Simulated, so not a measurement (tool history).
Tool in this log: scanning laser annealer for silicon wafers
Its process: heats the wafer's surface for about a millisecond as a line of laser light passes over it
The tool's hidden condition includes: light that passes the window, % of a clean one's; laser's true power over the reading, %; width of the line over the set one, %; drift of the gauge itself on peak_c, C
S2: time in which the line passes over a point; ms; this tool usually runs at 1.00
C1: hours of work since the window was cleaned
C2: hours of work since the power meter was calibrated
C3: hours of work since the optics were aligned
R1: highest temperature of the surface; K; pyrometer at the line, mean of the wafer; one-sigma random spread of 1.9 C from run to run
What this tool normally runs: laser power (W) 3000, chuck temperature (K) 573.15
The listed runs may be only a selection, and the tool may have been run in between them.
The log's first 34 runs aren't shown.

run 35 hour=469.5 | laser_power_(W)=2783 S2=0.73 chuck_temperature_(K)=544.15 | C1=304 C2=578 C3=162 | R1=1145.15
run 36 hour=480.8 | laser_power_(W)=2947 S2=1.17 chuck_temperature_(K)=560.15 | C1=310 C2=584 C3=169 | R1=1384.15
run 37 hour=499.8 | laser_power_(W)=2931 S2=1.14 chuck_temperature_(K)=580.15 | C1=322 C2=595 C3=180 | R1=1388.15
run 38 hour=519.3 | laser_power_(W)=3000 S2=1.00 chuck_temperature_(K)=560.15 | C1=333 C2=607 C3=191 | R1=1336.15
run 39 hour=534.5 | laser_power_(W)=3068 S2=0.90 chuck_temperature_(K)=560.15 | C1=342 C2=616 C3=200 | R1=1319.15
run 40 hour=547.8 | laser_power_(W)=3131 S2=1.00 chuck_temperature_(K)=563.15 | C1=350 C2=624 C3=208 | R1=1385.15
run 41 hour=566.3 | laser_power_(W)=3131 S2=1.00 chuck_temperature_(K)=563.15 | C1=361 C2=635 C3=219 | R1=1384.15
run 42 hour=574.4 | laser_power_(W)=2912 S2=1.00 chuck_temperature_(K)=567.15 | C1=366 C2=639 C3=224 | R1=1311.15

Below are 3 alternative next runs, each starting from the tool's condition after run 42. Predict each:
run A hour=589.5 | laser_power_(W)=2953 S2=0.80 chuck_temperature_(K)=567.15 | C1=374 C2=648 C3=233 | R1=?
run B hour=589.5 | laser_power_(W)=2737 S2=0.94 chuck_temperature_(K)=590.15 | C1=374 C2=648 C3=233 | R1=?
run C hour=589.5 | laser_power_(W)=2912 S2=0.99 chuck_temperature_(K)=567.15 | C1=374 C2=648 C3=233 | R1=?

run=A R1=1243.15
run=B R1=1259.15
run=C R1=1309.15
With the hidden condition removed and each run's random variation left untouched, the same runs would have given:
run=A R1=1265.15
run=B R1=1281.15
run=C R1=1333.15
